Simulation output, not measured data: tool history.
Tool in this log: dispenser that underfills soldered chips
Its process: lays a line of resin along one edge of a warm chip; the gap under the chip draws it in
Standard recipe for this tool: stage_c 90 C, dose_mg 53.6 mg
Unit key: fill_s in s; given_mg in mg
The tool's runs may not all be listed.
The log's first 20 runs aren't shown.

{"hour": 132.3, "done": "new syringe of resin"}
{"hour": 140.0, "done": "new syringe of resin"}
{"run": 21, "hour": 140.2, "stage_c": 90, "dose_mg": 48.7, "fill_s": 72.6, "given_mg": 47.53}
{"hour": 147.7, "done": "new syringe of resin"}
{"run": 22, "hour": 148.4, "stage_c": 85, "dose_mg": 46.0, "fill_s": 92.7, "given_mg": 44.97}
{"hour": 155.4, "done": "new syringe of resin"}
{"run": 23, "hour": 156.3, "stage_c": 99, "dose_mg": 56.4, "fill_s": 55.0, "given_mg": 55.26}
{"run": 24, "hour": 161.5, "stage_c": 102, "dose_mg": 62.8, "fill_s": 67.3, "given_mg": 60.75}
{"hour": 163.8, "done": "new syringe of resin"}
{"hour": 171.6, "done": "new syringe of resin"}
{"run": 25, "hour": 171.6, "stage_c": 102, "dose_mg": 62.8, "fill_s": 48.0, "given_mg": 60.73}
{"hour": 179.5, "done": "new syringe of resin"}
{"run": 26, "hour": 180.6, "stage_c": 102, "dose_mg": 62.8, "fill_s": 50.4, "given_mg": 60.28}
{"hour": 187.4, "done": "new syringe of resin"}
{"run": 27, "hour": 189.0, "stage_c": 97, "dose_mg": 55.9, "fill_s": 62.9, "given_mg": 53.59}
{"hour": 195.1, "done": "new syringe of resin"}
{"run": 28, "hour": 196.9, "stage_c": 81, "dose_mg": 58.5, "fill_s": 111.8, "given_mg": 55.33}
{"hour": 202.9, "done": "new syringe of resin"}
{"run": 29, "hour": 204.3, "stage_c": 81, "dose_mg": 58.5, "fill_s": 110.1, "given_mg": 55.14}
{"hour": 210.8, "done": "dispensing valve cleaned and set on the balance"}
{"hour": 211.6, "done": "new syringe of resin"}
{"run": 30, "hour": 212.8, "stage_c": 84, "dose_mg": 59.1, "fill_s": 94.7, "given_mg": 59.36}
{"hour": 219.4, "done": "new syringe of resin"}
{"run": 31, "hour": 220.4, "stage_c": 78, "dose_mg": 64.3, "fill_s": 117.3, "given_mg": 64.29}
{"hour": 227.6, "done": "new syringe of resin"}
{"run": 32, "hour": 229.9, "stage_c": 84, "dose_mg": 55.8, "fill_s": 102.8, "given_mg": 55.38}
{"run": 33, "hour": 234.8, "stage_c": 76, "dose_mg": 55.8, "fill_s": 192.2, "given_mg": 55.26}

Consider 3 possible next runs. They are alternatives, not a sequence: every one starts from the tool as it was left by run 33. What does each give?
{"hour": 235.8, "done": "new syringe of resin"}
{"hour": 243.5, "done": "new syringe of resin"}
{"run": "A", "hour": 243.6, "stage_c": 94, "dose_mg": 56.5, "fill_s": "?", "given_mg": "?"}
{"hour": 235.8, "done": "new syringe of resin"}
{"hour": 243.5, "done": "new syringe of resin"}
{"run": "B", "hour": 243.6, "stage_c": 79, "dose_mg": 54.4, "fill_s": "?", "given_mg": "?"}
{"hour": 235.8, "done": "new syringe of resin"}
{"hour": 243.5, "done": "new syringe of resin"}
{"run": "C", "hour": 243.6, "stage_c": 93, "dose_mg": 48.7, "fill_s": "?", "given_mg": "?"}

run=A fill_s=64.8 given_mg=55.31
run=B fill_s=110.9 given_mg=53.43
run=C fill_s=67.5 given_mg=47.91
Stripped of hidden state, with their random variation kept, the same runs would have yielded:
run=A fill_s=57.5 given_mg=56.18
run=B fill_s=97.3 given_mg=54.27
run=C fill_s=59.7 given_mg=48.66
